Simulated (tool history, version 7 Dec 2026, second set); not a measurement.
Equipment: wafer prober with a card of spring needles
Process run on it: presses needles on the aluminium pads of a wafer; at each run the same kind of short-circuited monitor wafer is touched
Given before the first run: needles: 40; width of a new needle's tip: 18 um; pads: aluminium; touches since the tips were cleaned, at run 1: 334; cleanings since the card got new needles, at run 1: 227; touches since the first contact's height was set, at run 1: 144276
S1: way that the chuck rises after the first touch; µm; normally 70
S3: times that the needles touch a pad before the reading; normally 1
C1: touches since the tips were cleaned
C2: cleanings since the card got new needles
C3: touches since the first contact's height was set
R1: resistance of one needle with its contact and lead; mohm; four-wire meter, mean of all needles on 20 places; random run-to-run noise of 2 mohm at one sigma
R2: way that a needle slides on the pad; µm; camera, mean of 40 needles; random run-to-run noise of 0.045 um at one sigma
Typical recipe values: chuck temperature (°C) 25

run 1 day=0.000 | S1=70 chuck_temperature_(°C)=25 S3=1 | C1=334 C2=227 C3=144276 | R1=263 R2=8.61
-- day=0.171 tips cleaned on abrasive film
-- day=0.346 tips cleaned on abrasive film
-- day=0.517 tips cleaned on abrasive film
-- day=0.692 tips cleaned on abrasive film
-- day=0.862 tips cleaned on abrasive film
-- day=1.033 tips cleaned on abrasive film
-- day=1.208 tips cleaned on abrasive film
-- day=1.379 tips cleaned on abrasive film
-- day=1.596 tips cleaned on abrasive film
run 2 day=1.617 | S1=72 chuck_temperature_(°C)=25 S3=1 | C1=207 C2=236 C3=158838 | R1=256 R2=8.64
-- day=1.788 tips cleaned on abrasive film
-- day=1.962 tips cleaned on abrasive film
-- day=2.133 tips cleaned on abrasive film
-- day=2.350 tips cleaned on abrasive film
-- day=2.521 tips cleaned on abrasive film
-- day=2.738 tips cleaned on abrasive film
-- day=2.908 tips cleaned on abrasive film
-- day=3.079 tips cleaned on abrasive film
-- day=3.296 tips cleaned on abrasive film
-- day=3.467 tips cleaned on abrasive film
-- day=3.683 tips cleaned on abrasive film
-- day=3.854 tips cleaned on abrasive film
-- day=4.025 tips cleaned on abrasive film
-- day=4.200 tips cleaned on abrasive film
-- day=4.371 tips cleaned on abrasive film
-- day=4.588 tips cleaned on abrasive film
run 3 day=4.700 | S1=72 chuck_temperature_(°C)=25 S3=1 | C1=1062 C2=252 C3=186670 | R1=321 R2=8.52
-- day=4.792 tips cleaned on abrasive film
-- day=4.962 tips cleaned on abrasive film
-- day=5.179 tips cleaned on abrasive film
-- day=5.350 tips cleaned on abrasive film
-- day=5.521 tips cleaned on abrasive film
-- day=5.696 tips cleaned on abrasive film
-- day=5.867 tips cleaned on abrasive film
-- day=5.954 tips cleaned on abrasive film, once more
-- day=6.129 tips cleaned on abrasive film
-- day=6.342 tips cleaned on abrasive film
-- day=6.558 tips cleaned on abrasive film
-- day=6.729 tips cleaned on abrasive film
-- day=6.904 tips cleaned on abrasive film
run 4 day=6.904 | S1=72 chuck_temperature_(°C)=25 S3=1 | C1=0 C2=265 C3=206470 | R1=233 R2=8.46
-- day=7.075 tips cleaned on abrasive film
-- day=7.250 tips cleaned on abrasive film
-- day=7.421 tips cleaned on abrasive film
-- day=7.592 tips cleaned on abrasive film
-- day=7.767 tips cleaned on abrasive film
-- day=7.938 tips cleaned on abrasive film
-- day=8.154 tips cleaned on abrasive film
-- day=8.325 tips cleaned on abrasive film
-- day=8.496 tips cleaned on abrasive film
run 5 day=8.538 | S1=72 chuck_temperature_(°C)=25 S3=1 | C1=372 C2=274 C3=221198 | R1=266 R2=8.39
-- day=8.708 tips cleaned on abrasive film
-- day=8.883 tips cleaned on abrasive film
-- day=9.054 tips cleaned on abrasive film
-- day=9.271 tips cleaned on abrasive film
-- day=9.483 tips cleaned on abrasive film
-- day=9.658 tips cleaned on abrasive film
-- day=9.829 tips cleaned on abrasive film
-- day=9.925 height of the first contact set anew
-- day=10.058 tips cleaned on abrasive film
-- day=10.229 tips cleaned on abrasive film
-- day=10.400 tips cleaned on abrasive film
-- day=10.617 tips cleaned on abrasive film
-- day=10.788 tips cleaned on abrasive film
-- day=10.962 tips cleaned on abrasive film
run 6 day=10.971 | S1=72 chuck_temperature_(°C)=25 S3=1 | C1=82 C2=287 C3=9394 | R1=243 R2=9.33
-- day=11.142 tips cleaned on abrasive film
-- day=11.358 tips cleaned on abrasive film
-- day=11.571 tips cleaned on abrasive film
-- day=11.788 tips cleaned on abrasive film
-- day=12.000 tips cleaned on abrasive film
-- day=12.175 tips cleaned on abrasive film
-- day=12.346 tips cleaned on abrasive film
-- day=12.517 tips cleaned on abrasive film
-- day=12.692 tips cleaned on abrasive film
-- day=12.862 tips cleaned on abrasive film
-- day=13.038 tips cleaned on abrasive film
-- day=13.208 tips cleaned on abrasive film
-- day=13.421 tips cleaned on abrasive film
-- day=13.638 tips cleaned on abrasive film
-- day=13.808 tips cleaned on abrasive film
run 7 day=13.883 | S1=72 chuck_temperature_(°C)=25 S3=1 | C1=684 C2=302 C3=35689 | R1=300 R2=9.35
-- day=14.012 tips cleaned on abrasive film
-- day=14.188 tips cleaned on abrasive film
-- day=14.358 tips cleaned on abrasive film
-- day=14.533 tips cleaned on abrasive film
-- day=14.704 tips cleaned on abrasive film
-- day=14.917 tips cleaned on abrasive film
-- day=15.133 tips cleaned on abrasive film
-- day=15.304 tips cleaned on abrasive film
-- day=15.479 tips cleaned on abrasive film
run 8 day=15.579 | S1=70 chuck_temperature_(°C)=68 S3=1 | C1=931 C2=311 C3=50975 | R1=318 R2=8.86
-- day=15.667 tips cleaned on abrasive film
-- day=15.842 tips cleaned on abrasive film
-- day=16.012 tips cleaned on abrasive film
-- day=16.225 tips cleaned on abrasive film
-- day=16.400 tips cleaned on abrasive film
-- day=16.571 tips cleaned on abrasive film
-- day=16.746 tips cleaned on abrasive film
-- day=16.958 tips cleaned on abrasive film
-- day=17.175 tips cleaned on abrasive film
-- day=17.346 tips cleaned on abrasive film
-- day=17.562 tips cleaned on abrasive film
-- day=17.775 tips cleaned on abrasive film
-- day=17.988 tips cleaned on abrasive film
-- day=18.196 tips cleaned on abrasive film
run 9 day=18.196 | S1=70 chuck_temperature_(°C)=68 S3=1 | C1=0 C2=325 C3=74551 | R1=246 R2=8.85
-- day=18.408 tips cleaned on abrasive film
-- day=18.579 tips cleaned on abrasive film
-- day=18.754 tips cleaned on abrasive film
-- day=18.925 tips cleaned on abrasive film
-- day=19.100 tips cleaned on abrasive film
-- day=19.271 tips cleaned on abrasive film
-- day=19.488 tips cleaned on abrasive film
-- day=19.658 tips cleaned on abrasive film
-- day=19.829 tips cleaned on abrasive film
-- day=20.046 tips cleaned on abrasive film
-- day=20.217 tips cleaned on abrasive film
run 10 day=20.288 | S1=70 chuck_temperature_(°C)=68 S3=1 | C1=629 C2=336 C3=93415 | R1=305 R2=8.78
-- day=20.417 tips cleaned on abrasive film
-- day=20.588 tips cleaned on abrasive film
-- day=20.762 tips cleaned on abrasive film
-- day=20.933 tips cleaned on abrasive film
-- day=21.104 tips cleaned on abrasive film
-- day=21.321 tips cleaned on abrasive film
-- day=21.533 tips cleaned on abrasive film
-- day=21.750 tips cleaned on abrasive film
-- day=21.921 tips cleaned on abrasive film
-- day=22.096 tips cleaned on abrasive film
-- day=22.267 tips cleaned on abrasive film
-- day=22.442 tips cleaned on abrasive film
-- day=22.612 tips cleaned on abrasive film
-- day=22.783 tips cleaned on abrasive film
-- day=23.000 tips cleaned on abrasive film
-- day=23.171 tips cleaned on abrasive film
run 11 day=23.312 | S1=70 chuck_temperature_(°C)=100 S3=2 | C1=1298 C2=352 C3=120709 | R1=317 R2=8.67
-- day=23.358 tips cleaned on abrasive film
-- day=23.575 tips cleaned on abrasive film
-- day=23.746 tips cleaned on abrasive film
-- day=23.958 tips cleaned on abrasive film
-- day=24.175 tips cleaned on abrasive film
-- day=24.388 tips cleaned on abrasive film
-- day=24.604 tips cleaned on abrasive film
-- day=24.775 tips cleaned on abrasive film
-- day=24.950 tips cleaned on abrasive film
-- day=25.121 tips cleaned on abrasive film
-- day=25.296 tips cleaned on abrasive film
-- day=25.467 tips cleaned on abrasive film
-- day=25.679 tips cleaned on abrasive film
run 12 day=25.796 | S1=70 chuck_temperature_(°C)=100 S3=2 | C1=1051 C2=365 C3=143101 | R1=303 R2=8.63
-- day=25.883 tips cleaned on abrasive film
-- day=26.054 tips cleaned on abrasive film
-- day=26.229 tips cleaned on abrasive film
-- day=26.400 tips cleaned on abrasive film
-- day=26.575 tips cleaned on abrasive film
-- day=26.788 tips cleaned on abrasive film
-- day=26.958 tips cleaned on abrasive film
-- day=27.133 tips cleaned on abrasive film
-- day=27.304 tips cleaned on abrasive film
-- day=27.521 tips cleaned on abrasive film
-- day=27.733 tips cleaned on abrasive film
-- day=27.950 tips cleaned on abrasive film
-- day=28.162 tips cleaned on abrasive film
-- day=28.338 tips cleaned on abrasive film
run 13 day=28.433 | S1=63 chuck_temperature_(°C)=27 S3=2 | C1=902 C2=379 C3=166894 | R1=313 R2=7.63
-- day=28.521 tips cleaned on abrasive film
-- day=28.696 tips cleaned on abrasive film
-- day=28.867 tips cleaned on abrasive film
-- day=29.038 tips cleaned on abrasive film
-- day=29.212 tips cleaned on abrasive film
-- day=29.383 tips cleaned on abrasive film
-- day=29.558 tips cleaned on abrasive film
-- day=29.729 tips cleaned on abrasive film
-- day=29.900 tips cleaned on abrasive film
-- day=30.075 tips cleaned on abrasive film
-- day=30.288 tips cleaned on abrasive film
-- day=30.462 tips cleaned on abrasive film
-- day=30.675 tips cleaned on abrasive film
-- day=30.892 tips cleaned on abrasive film
-- day=31.062 tips cleaned on abrasive film
run 14 day=31.221 | S1=51 chuck_temperature_(°C)=74 S3=1 | C1=1451 C2=394 C3=192012 | R1=547 R2=5.98
-- day=31.267 tips cleaned on abrasive film
-- day=31.438 tips cleaned on abrasive film
-- day=31.612 tips cleaned on abrasive film
-- day=31.825 tips cleaned on abrasive film
-- day=32.042 tips cleaned on abrasive film
-- day=32.212 tips cleaned on abrasive film
-- day=32.429 tips cleaned on abrasive film
-- day=32.642 tips cleaned on abrasive film
-- day=32.812 tips cleaned on abrasive film
-- day=32.988 tips cleaned on abrasive film
-- day=33.158 tips cleaned on abrasive film
run 15 day=33.217 | S1=88 chuck_temperature_(°C)=74 S3=2 | C1=524 C2=405 C3=209995 | R1=265 R2=10.68
-- day=33.346 tips cleaned on abrasive film
-- day=33.521 tips cleaned on abrasive film
-- day=33.733 tips cleaned on abrasive film
-- day=33.950 tips cleaned on abrasive film
-- day=34.121 tips cleaned on abrasive film
-- day=34.333 tips cleaned on abrasive film
-- day=34.508 tips cleaned on abrasive film
-- day=34.679 tips cleaned on abrasive film
-- day=34.854 tips cleaned on abrasive film
-- day=35.025 tips cleaned on abrasive film
run 16 day=35.104 | S1=88 chuck_temperature_(°C)=74 S3=2 | C1=726 C2=415 C3=227016 | R1=270 R2=10.62

Subtracting, for every run, the result it would have given without the tool's unlogged condition from the measured result gives the following. The same run-to-run variation enters both numbers; the gauge's scatter may not:
The hidden state here: debris on the tips, nm; way that the needles fall short of the set height, um; tips' diameter, um; drift of the gauge itself on contact_mohm, %; drift of the gauge itself on scrub_um, %.
run=1 R1=+42 R2=-0.51
run=2 R1=+40 R2=-0.78
run=3 R1=+102 R2=-0.88
run=4 R1=+15 R2=-0.94
run=5 R1=+49 R2=-1.00
run=6 R1=+28 R2=-0.03
run=7 R1=+82 R2=-0.12
run=8 R1=+91 R2=-0.18
run=9 R1=+20 R2=-0.27
run=10 R1=+77 R2=-0.33
run=11 R1=+81 R2=-0.43
run=12 R1=+67 R2=-0.52
run=13 R1=+94 R2=-0.59
run=14 R1=+304 R2=-0.69
run=15 R1=+35 R2=-0.75
run=16 R1=+43 R2=-0.81

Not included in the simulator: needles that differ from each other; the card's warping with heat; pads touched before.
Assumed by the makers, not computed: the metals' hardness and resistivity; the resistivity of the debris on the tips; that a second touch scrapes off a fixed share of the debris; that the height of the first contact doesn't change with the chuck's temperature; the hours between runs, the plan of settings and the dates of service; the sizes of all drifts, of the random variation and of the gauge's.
